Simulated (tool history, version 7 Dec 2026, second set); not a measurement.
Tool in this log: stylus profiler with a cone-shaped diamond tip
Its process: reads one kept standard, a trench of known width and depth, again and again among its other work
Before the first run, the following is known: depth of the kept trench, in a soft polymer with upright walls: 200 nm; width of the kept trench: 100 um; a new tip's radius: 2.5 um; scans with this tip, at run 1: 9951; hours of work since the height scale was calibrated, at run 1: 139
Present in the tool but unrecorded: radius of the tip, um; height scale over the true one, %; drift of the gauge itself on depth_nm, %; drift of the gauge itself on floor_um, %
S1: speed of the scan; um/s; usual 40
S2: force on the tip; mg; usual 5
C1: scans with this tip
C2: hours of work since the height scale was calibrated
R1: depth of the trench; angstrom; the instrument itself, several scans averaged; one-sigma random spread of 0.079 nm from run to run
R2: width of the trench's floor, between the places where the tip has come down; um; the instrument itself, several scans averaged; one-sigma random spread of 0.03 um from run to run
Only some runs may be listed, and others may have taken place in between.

{"run": 1, "hour": 0.0, "S1": 40, "S2": 5, "C1": 9951, "C2": 139, "R1": 2021.3, "R2": 97}
{"run": 2, "hour": 66.6, "S1": 40, "S2": 5, "C1": 10096, "C2": 169, "R1": 2019.8, "R2": 96.95}
{"run": 3, "hour": 132.2, "S1": 40, "S2": 5, "C1": 10238, "C2": 198, "R1": 2021.1, "R2": 96.97}
{"run": 4, "hour": 225.5, "S1": 40, "S2": 5, "C1": 10441, "C2": 239, "R1": 2020.3, "R2": 96.88}
{"run": 5, "hour": 354.7, "S1": 40, "S2": 8.84, "C1": 10722, "C2": 297, "R1": 2029.5, "R2": 96.87}
{"run": 6, "hour": 439.2, "S1": 40, "S2": 8.84, "C1": 10906, "C2": 335, "R1": 2028.4, "R2": 96.93}
{"run": 7, "hour": 570.2, "S1": 40, "S2": 8.84, "C1": 11191, "C2": 393, "R1": 2028.8, "R2": 96.9}
{"run": 8, "hour": 717.8, "S1": 40, "S2": 8.84, "C1": 11512, "C2": 459, "R1": 2028.5, "R2": 96.87}
{"run": 9, "hour": 842.1, "S1": 40, "S2": 8.84, "C1": 11783, "C2": 514, "R1": 2026.7, "R2": 96.86}
{"run": 10, "hour": 918.7, "S1": 40, "S2": 8.84, "C1": 11949, "C2": 549, "R1": 2027.1, "R2": 96.83}
{"run": 11, "hour": 1049.1, "S1": 26, "S2": 2.27, "C1": 12233, "C2": 607, "R1": 2005, "R2": 96.81}
{"run": 12, "hour": 1129.1, "S1": 26, "S2": 2.27, "C1": 12407, "C2": 643, "R1": 2006.5, "R2": 96.77}
{"run": 13, "hour": 1232.0, "S1": 26, "S2": 2.27, "C1": 12631, "C2": 688, "R1": 2006.2, "R2": 96.78}
{"run": 14, "hour": 1299.8, "S1": 133, "S2": 2.91, "C1": 12778, "C2": 719, "R1": 2007.7, "R2": 96.26}

Run 15, settings as shown, results not yet in. Your forecast:
{"run": 15, "hour": 1425.0, "S1": 133, "S2": 2.91, "C1": 13051, "C2": 775, "R1": "?", "R2": "?"}

{"run 15": {"R1": 2004.2, "R2": 96.26}}
With the hidden condition absent and the run-to-run variation left alone, this run would have shown R1 2013.3 angstrom, R2 97.44 um.
